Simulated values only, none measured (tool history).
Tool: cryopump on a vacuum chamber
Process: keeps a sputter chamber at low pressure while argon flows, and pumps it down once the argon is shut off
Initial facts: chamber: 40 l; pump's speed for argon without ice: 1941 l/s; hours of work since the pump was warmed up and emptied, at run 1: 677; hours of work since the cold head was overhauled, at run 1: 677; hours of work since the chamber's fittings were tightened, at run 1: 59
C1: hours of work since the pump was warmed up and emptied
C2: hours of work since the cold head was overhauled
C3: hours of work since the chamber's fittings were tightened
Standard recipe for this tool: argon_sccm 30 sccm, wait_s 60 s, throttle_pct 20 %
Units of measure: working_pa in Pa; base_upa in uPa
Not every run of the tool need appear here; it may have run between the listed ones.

Run 1, hour 0.0: usual settings; C1 677; C2 677; C3 59. Result: working_pa 0.1384 Pa, base_upa 1.29 uPa.
Run 2, hour 35.9: usual settings but wait_s 197 s; C1 693; C2 693; C3 75. Result: working_pa 0.1368 Pa, base_upa 0.61 uPa.
Run 3, hour 101.8: usual settings but wait_s 197 s; C1 722; C2 722; C3 104. Result: working_pa 0.1369 Pa, base_upa 0.56 uPa.
Run 4, hour 162.8: usual settings but wait_s 197 s; C1 749; C2 749; C3 131. Result: working_pa 0.1381 Pa, base_upa 0.60 uPa.
Run 5, hour 194.0: usual settings; C1 763; C2 763; C3 145. Result: working_pa 0.1389 Pa, base_upa 1.39 uPa.
Run 6, hour 231.8: usual settings but throttle_pct 19 %; C1 780; C2 780; C3 162. Result: working_pa 0.1462 Pa, base_upa 1.42 uPa.
Run 7, hour 303.3: usual settings but argon_sccm 20 sccm; C1 812; C2 812; C3 193. Result: working_pa 0.0934 Pa, base_upa 1.41 uPa.
Run 8, hour 347.9: usual settings but argon_sccm 20 sccm; C1 832; C2 832; C3 213. Result: working_pa 0.0933 Pa, base_upa 1.37 uPa.
Run 9, hour 383.5: usual settings but argon_sccm 20 sccm; C1 848; C2 848; C3 229. Result: working_pa 0.0933 Pa, base_upa 1.38 uPa.
Run 10, hour 455.2: usual settings but argon_sccm 20 sccm; C1 879; C2 879; C3 261. Result: working_pa 0.0923 Pa, base_upa 1.39 uPa.
Run 11, hour 499.7: usual settings but argon_sccm 20 sccm, wait_s 77 s, throttle_pct 40 %; C1 899; C2 899; C3 281. Result: working_pa 0.0500 Pa, base_upa 1.20 uPa.
Run 12, hour 570.4: usual settings but argon_sccm 20 sccm, wait_s 77 s, throttle_pct 40 %; C1 931; C2 931; C3 312. Result: working_pa 0.0500 Pa, base_upa 1.24 uPa.
Run 13, hour 601.4: usual settings but argon_sccm 15 sccm, wait_s 110 s, throttle_pct 16 %; C1 944; C2 944; C3 326. Result: working_pa 0.0869 Pa, base_upa 0.96 uPa.
At hour 633.9: pump warmed up, emptied and cooled again.
Run 14, hour 672.5: usual settings but argon_sccm 40 sccm, wait_s 226 s, throttle_pct 32 %; C1 17; C2 974; C3 356. Result: working_pa 0.1105 Pa, base_upa 0.60 uPa.
Run 15, hour 719.4: usual settings but argon_sccm 40 sccm, wait_s 226 s, throttle_pct 32 %; C1 38; C2 995; C3 376. Result: working_pa 0.1088 Pa, base_upa 0.64 uPa.
Run 16, hour 781.5: usual settings but wait_s 242 s, throttle_pct 53 %; C1 66; C2 1022; C3 404. Result: working_pa 0.0495 Pa, base_upa 0.56 uPa.
Run 17, hour 846.8: usual settings but wait_s 242 s, throttle_pct 53 %; C1 95; C2 1051; C3 433. Result: working_pa 0.0492 Pa, base_upa 0.60 uPa.
Run 18, hour 883.6: usual settings but wait_s 242 s, throttle_pct 53 %; C1 111; C2 1068; C3 449. Result: working_pa 0.0503 Pa, base_upa 0.62 uPa.
Run 19, hour 945.7: usual settings but wait_s 242 s, throttle_pct 53 %; C1 139; C2 1095; C3 477. Result: working_pa 0.0509 Pa, base_upa 0.62 uPa.

Branching from run 19: 3 alternative next runs. What would each branch give?
Run A, hour 983.4: usual settings but wait_s 72 s, throttle_pct 26 %; C1 155; C2 1112; C3 494. Result: working_pa ?, base_upa ?.
Run B, hour 983.4: usual settings but argon_sccm 12 sccm, wait_s 242 s, throttle_pct 53 %; C1 155; C2 1112; C3 494. Result: working_pa ?, base_upa ?.
Run C, hour 983.4: usual settings but argon_sccm 48 sccm, wait_s 34 s, throttle_pct 53 %; C1 155; C2 1112; C3 494. Result: working_pa ?, base_upa ?.

run  working_pa  base_upa
  A      0.1017      1.26
  B      0.0200      0.61
  C      0.0815      2.38
What these runs would have given with no unlogged condition in the tool:
run  working_pa  base_upa
  A      0.1001      1.07
  B      0.0193      0.42
  C      0.0790      2.19

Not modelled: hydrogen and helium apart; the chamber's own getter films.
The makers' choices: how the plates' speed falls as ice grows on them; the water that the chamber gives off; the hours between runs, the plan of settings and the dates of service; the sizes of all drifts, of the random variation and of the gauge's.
